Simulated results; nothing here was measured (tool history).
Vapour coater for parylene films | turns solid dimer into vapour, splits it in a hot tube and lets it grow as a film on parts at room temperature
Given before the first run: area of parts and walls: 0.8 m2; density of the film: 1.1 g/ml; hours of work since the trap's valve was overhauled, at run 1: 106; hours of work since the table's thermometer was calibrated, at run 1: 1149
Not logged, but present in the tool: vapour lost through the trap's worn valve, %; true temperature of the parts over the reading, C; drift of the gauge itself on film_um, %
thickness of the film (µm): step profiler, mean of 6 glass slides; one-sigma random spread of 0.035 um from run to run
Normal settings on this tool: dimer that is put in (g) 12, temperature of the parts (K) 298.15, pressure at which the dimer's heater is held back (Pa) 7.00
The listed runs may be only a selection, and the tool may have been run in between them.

| run | day | dimer that is put in (g) | temperature of the parts (K) | pressure at which the dimer's heater is held back (Pa) | hours of work since the trap's valve was overhauled | hours of work since the table's thermometer was calibrated | thickness of the film (µm) |
|---|---|---|---|---|---|---|---|
| 1 | 0.000 | 12 | 298.15 | 7.00 | 106 | 1149 | 8.77 |
| 2 | 1.521 | 12 | 298.15 | 7.00 | 137 | 1180 | 8.70 |
| 3 | 2.512 | 12 | 298.15 | 7.84 | 157 | 1200 | 8.52 |
| 4 | 3.412 | 12 | 298.15 | 7.84 | 176 | 1219 | 8.51 |
| 5 | 4.292 | 12 | 298.15 | 7.00 | 194 | 1237 | 8.59 |
| 6 | 5.546 | 12 | 298.15 | 7.00 | 220 | 1263 | 8.59 |
| 7 | 6.521 | 12 | 298.15 | 7.00 | 240 | 1283 | 8.54 |
| 8 | 7.588 | 16 | 298.15 | 7.00 | 262 | 1305 | 11.39 |
| 9 | 8.775 | 16 | 298.15 | 7.00 | 287 | 1330 | 11.39 |
| 10 | 10.025 | 12 | 298.15 | 7.00 | 313 | 1356 | 8.48 |
| 11 | 10.971 | 9 | 298.15 | 7.00 | 332 | 1375 | 6.33 |
| 12 | 12.200 | 9 | 298.15 | 7.00 | 358 | 1401 | 6.31 |
| 13 | 13.321 | 12 | 293.15 | 7.00 | 381 | 1424 | 9.95 |
| 14 | 14.333 | 12 | 293.15 | 7.00 | 402 | 1445 | 9.93 |
| 15 | 15.050 | 12 | 293.15 | 7.00 | 416 | 1459 | 9.93 |
| 16 | 15.771 | 12 | 293.15 | 7.00 | 431 | 1474 | 9.88 |
| 17 | 16.812 | 12 | 293.15 | 7.00 | 453 | 1496 | 9.85 |
| 18 | 17.833 | 12 | 298.15 | 7.00 | 474 | 1517 | 8.31 |
| 19 | 19.308 | 12 | 298.15 | 7.00 | 504 | 1547 | 8.24 |
| 20 | 20.021 | 12 | 298.15 | 7.00 | 519 | 1562 | 8.25 |
| 21 | 20.700 | 12 | 298.15 | 7.00 | 533 | 1576 | 8.28 |
| 22 | 21.771 | 12 | 298.15 | 7.00 | 555 | 1598 | 8.25 |
| 23 | 22.454 | 12 | 298.15 | 7.00 | 569 | 1612 | 8.25 |
|  | 22.867 | trap's valve overhauled |
| 24 | 23.692 | 12 | 298.15 | 7.00 | 17 | 1634 | 8.66 |
| 25 | 24.383 | 18 | 296.15 | 6.68 | 31 | 1649 | 14.20 |
| 26 | 25.771 | 18 | 296.15 | 6.68 | 60 | 1677 | 13.94 |
| 27 | 27.154 | 6 | 294.15 | 9.50 | 89 | 1706 | 4.68 |
| 28 | 27.883 | 16 | 294.15 | 9.36 | 104 | 1721 | 12.50 |

Predict the results of run 29:
| 29 | 29.421 | 12 | 302.15 | 5.87 | 135 | 1753 | ? |

thickness of the film (µm): 7.76
If the tool had no hidden condition, the same run with the same run-to-run variation would have returned thickness of the film (µm) 8.23.
